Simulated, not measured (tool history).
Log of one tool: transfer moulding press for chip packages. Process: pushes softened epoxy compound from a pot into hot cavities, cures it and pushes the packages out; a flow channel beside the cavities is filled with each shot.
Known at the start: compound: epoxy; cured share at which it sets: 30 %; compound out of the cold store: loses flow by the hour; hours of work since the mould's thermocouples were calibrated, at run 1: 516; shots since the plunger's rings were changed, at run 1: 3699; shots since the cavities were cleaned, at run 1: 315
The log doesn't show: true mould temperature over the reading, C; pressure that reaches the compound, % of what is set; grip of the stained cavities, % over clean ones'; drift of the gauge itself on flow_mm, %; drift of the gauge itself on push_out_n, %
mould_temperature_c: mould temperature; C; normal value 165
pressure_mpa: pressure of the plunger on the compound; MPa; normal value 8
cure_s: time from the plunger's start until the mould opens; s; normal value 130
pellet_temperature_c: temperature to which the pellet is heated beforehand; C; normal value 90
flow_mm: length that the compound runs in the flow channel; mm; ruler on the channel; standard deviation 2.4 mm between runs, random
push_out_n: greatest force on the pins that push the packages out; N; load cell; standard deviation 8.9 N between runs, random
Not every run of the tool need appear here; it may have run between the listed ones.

| run | hour | mould_temperature_c | pressure_mpa | cure_s | pellet_temperature_c | hours of work since the mould's thermocouples were calibrated | shots since the plunger's rings were changed | shots since the cavities were cleaned | incoming compound's hours out of the cold store | flow_mm | push_out_n |
|---|---|---|---|---|---|---|---|---|---|---|---|
| 1 | 0 | 165 | 8 | 130 | 90 | 516 | 3699 | 315 | 38.9 | 513 | 374 |
| 2 | 24.4 | 165 | 8 | 130 | 90 | 533 | 3962 | 578 | 18.7 | 553 | 404 |
| 3 | 46 | 165 | 8 | 130 | 90 | 548 | 4196 | 812 | 41.7 | 506 | 380 |
|  | 56 | mould's thermocouples calibrated |
|  | 60.7 | plunger's sealing rings changed |
| 4 | 66.1 | 165 | 8 | 130 | 90 | 5 | 59 | 981 | 25.7 | 535 | 400 |
|  | 74.9 | cavities cleaned with cleaning compound and waxed |
| 5 | 91.3 | 165 | 8 | 130 | 90 | 22 | 316 | 178 | 14.2 | 560 | 413 |
| 6 | 112.3 | 165 | 8 | 130 | 90 | 36 | 542 | 404 | 19.2 | 553 | 398 |
| 7 | 141.5 | 165 | 8 | 130 | 90 | 56 | 858 | 720 | 21.6 | 546 | 397 |
| 8 | 159.3 | 165 | 7.28 | 114 | 99 | 68 | 1050 | 912 | 42.8 | 479 | 456 |
|  | 172.8 | cavities cleaned with cleaning compound and waxed |
| 9 | 175.7 | 165 | 7.28 | 114 | 99 | 78 | 1212 | 32 | 21.3 | 525 | 472 |
| 10 | 188.9 | 167 | 7.84 | 130 | 83 | 88 | 1354 | 174 | 16.9 | 547 | 354 |

Run 11 is up next; what results do you expect?
| 11 | 206.7 | 167 | 7.84 | 130 | 83 | 100 | 1546 | 366 | 20.1 | ? | ? |

{"run 11": {"flow_mm": 537, "push_out_n": 369}}
If the tool had no hidden condition, the same run with the same run-to-run variation would have returned flow_mm 537 mm, push_out_n 366 N.

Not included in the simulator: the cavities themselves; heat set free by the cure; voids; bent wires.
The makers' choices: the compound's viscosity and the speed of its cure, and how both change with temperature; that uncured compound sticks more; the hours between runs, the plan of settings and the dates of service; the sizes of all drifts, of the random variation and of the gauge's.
